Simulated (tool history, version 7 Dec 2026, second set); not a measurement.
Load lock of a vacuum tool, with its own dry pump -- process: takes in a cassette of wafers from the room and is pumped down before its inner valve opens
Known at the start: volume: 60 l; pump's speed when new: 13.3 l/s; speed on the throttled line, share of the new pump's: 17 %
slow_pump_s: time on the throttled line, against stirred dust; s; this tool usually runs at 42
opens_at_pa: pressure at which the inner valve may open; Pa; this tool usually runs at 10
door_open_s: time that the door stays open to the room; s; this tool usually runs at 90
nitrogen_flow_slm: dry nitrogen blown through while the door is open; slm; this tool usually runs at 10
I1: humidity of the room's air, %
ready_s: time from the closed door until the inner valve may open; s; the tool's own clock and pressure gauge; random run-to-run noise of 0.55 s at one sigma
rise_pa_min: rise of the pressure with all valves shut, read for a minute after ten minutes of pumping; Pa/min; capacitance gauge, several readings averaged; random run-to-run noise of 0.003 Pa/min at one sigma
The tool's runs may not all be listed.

{"run": 1, "hour": 0.0, "slow_pump_s": 42, "opens_at_pa": 10, "door_open_s": 90, "nitrogen_flow_slm": 10, "I1": 45.8, "ready_s": 78.7, "rise_pa_min": 0.102}
{"run": 2, "hour": 90.4, "slow_pump_s": 42, "opens_at_pa": 10, "door_open_s": 90, "nitrogen_flow_slm": 10, "I1": 43.2, "ready_s": 78.7, "rise_pa_min": 0.102}
{"run": 3, "hour": 161.2, "slow_pump_s": 42, "opens_at_pa": 10, "door_open_s": 90, "nitrogen_flow_slm": 10, "I1": 44.1, "ready_s": 79.0, "rise_pa_min": 0.1}
{"run": 4, "hour": 247.4, "slow_pump_s": 42, "opens_at_pa": 10, "door_open_s": 90, "nitrogen_flow_slm": 10, "I1": 46.7, "ready_s": 79.6, "rise_pa_min": 0.104}
{"run": 5, "hour": 315.7, "slow_pump_s": 42, "opens_at_pa": 10, "door_open_s": 90, "nitrogen_flow_slm": 10, "I1": 46.3, "ready_s": 77.7, "rise_pa_min": 0.11}
{"run": 6, "hour": 361.5, "slow_pump_s": 42, "opens_at_pa": 10, "door_open_s": 108, "nitrogen_flow_slm": 10, "I1": 44.4, "ready_s": 79.5, "rise_pa_min": 0.115}
{"run": 7, "hour": 433.2, "slow_pump_s": 42, "opens_at_pa": 10, "door_open_s": 90, "nitrogen_flow_slm": 10, "I1": 47.2, "ready_s": 78.7, "rise_pa_min": 0.11}
{"run": 8, "hour": 518.4, "slow_pump_s": 42, "opens_at_pa": 10, "door_open_s": 90, "nitrogen_flow_slm": 11, "I1": 44.2, "ready_s": 79.2, "rise_pa_min": 0.119}
{"run": 9, "hour": 581.3, "slow_pump_s": 42, "opens_at_pa": 10, "door_open_s": 90, "nitrogen_flow_slm": 11, "I1": 43.0, "ready_s": 78.1, "rise_pa_min": 0.121}
{"run": 10, "hour": 621.2, "slow_pump_s": 42, "opens_at_pa": 10, "door_open_s": 90, "nitrogen_flow_slm": 11, "I1": 47.3, "ready_s": 79.4, "rise_pa_min": 0.12}
{"run": 11, "hour": 669.2, "slow_pump_s": 22, "opens_at_pa": 10, "door_open_s": 207, "nitrogen_flow_slm": 31, "I1": 46.8, "ready_s": 62.7, "rise_pa_min": 0.124}
{"run": 12, "hour": 743.9, "slow_pump_s": 28, "opens_at_pa": 10, "door_open_s": 90, "nitrogen_flow_slm": 16, "I1": 45.6, "ready_s": 65.8, "rise_pa_min": 0.117}
{"run": 13, "hour": 801.7, "slow_pump_s": 28, "opens_at_pa": 10, "door_open_s": 90, "nitrogen_flow_slm": 16, "I1": 48.6, "ready_s": 68.2, "rise_pa_min": 0.128}
{"run": 14, "hour": 887.4, "slow_pump_s": 42, "opens_at_pa": 16, "door_open_s": 33, "nitrogen_flow_slm": 10, "I1": 44.1, "ready_s": 76.8, "rise_pa_min": 0.118}
{"run": 15, "hour": 953.8, "slow_pump_s": 42, "opens_at_pa": 16, "door_open_s": 33, "nitrogen_flow_slm": 10, "I1": 43.9, "ready_s": 76.8, "rise_pa_min": 0.116}
{"run": 16, "hour": 1046.9, "slow_pump_s": 45, "opens_at_pa": 7, "door_open_s": 212, "nitrogen_flow_slm": 6, "I1": 42.7, "ready_s": 83.2, "rise_pa_min": 0.178}
{"run": 17, "hour": 1090.4, "slow_pump_s": 78, "opens_at_pa": 10, "door_open_s": 90, "nitrogen_flow_slm": 5, "I1": 44.7, "ready_s": 108.4, "rise_pa_min": 0.155}
{"run": 18, "hour": 1145.7, "slow_pump_s": 78, "opens_at_pa": 20, "door_open_s": 90, "nitrogen_flow_slm": 5, "I1": 45.5, "ready_s": 105.2, "rise_pa_min": 0.169}
{"run": 19, "hour": 1198.5, "slow_pump_s": 78, "opens_at_pa": 20, "door_open_s": 90, "nitrogen_flow_slm": 5, "I1": 43.6, "ready_s": 104.5, "rise_pa_min": 0.159}

Below are 4 alternative next runs, each starting from the tool's condition after run 19. Predict each:
{"run": "A", "hour": 1237.7, "slow_pump_s": 79, "opens_at_pa": 10, "door_open_s": 121, "nitrogen_flow_slm": 10, "I1": 45.4, "ready_s": "?", "rise_pa_min": "?"}
{"run": "B", "hour": 1237.7, "slow_pump_s": 27, "opens_at_pa": 20, "door_open_s": 145, "nitrogen_flow_slm": 5, "I1": 40.8, "ready_s": "?", "rise_pa_min": "?"}
{"run": "C", "hour": 1237.7, "slow_pump_s": 42, "opens_at_pa": 11, "door_open_s": 90, "nitrogen_flow_slm": 10, "I1": 45.4, "ready_s": "?", "rise_pa_min": "?"}
{"run": "D", "hour": 1237.7, "slow_pump_s": 78, "opens_at_pa": 10, "door_open_s": 90, "nitrogen_flow_slm": 5, "I1": 45.6, "ready_s": "?", "rise_pa_min": "?"}

run=A ready_s=108.9 rise_pa_min=0.159
run=B ready_s=64.3 rise_pa_min=0.171
run=C ready_s=78.8 rise_pa_min=0.156
run=D ready_s=107.8 rise_pa_min=0.166
With no hidden state in the tool, these same runs would have given:
run=A ready_s=107.0 rise_pa_min=0.049
run=B ready_s=62.0 rise_pa_min=0.059
run=C ready_s=76.4 rise_pa_min=0.044
run=D ready_s=105.8 rise_pa_min=0.053
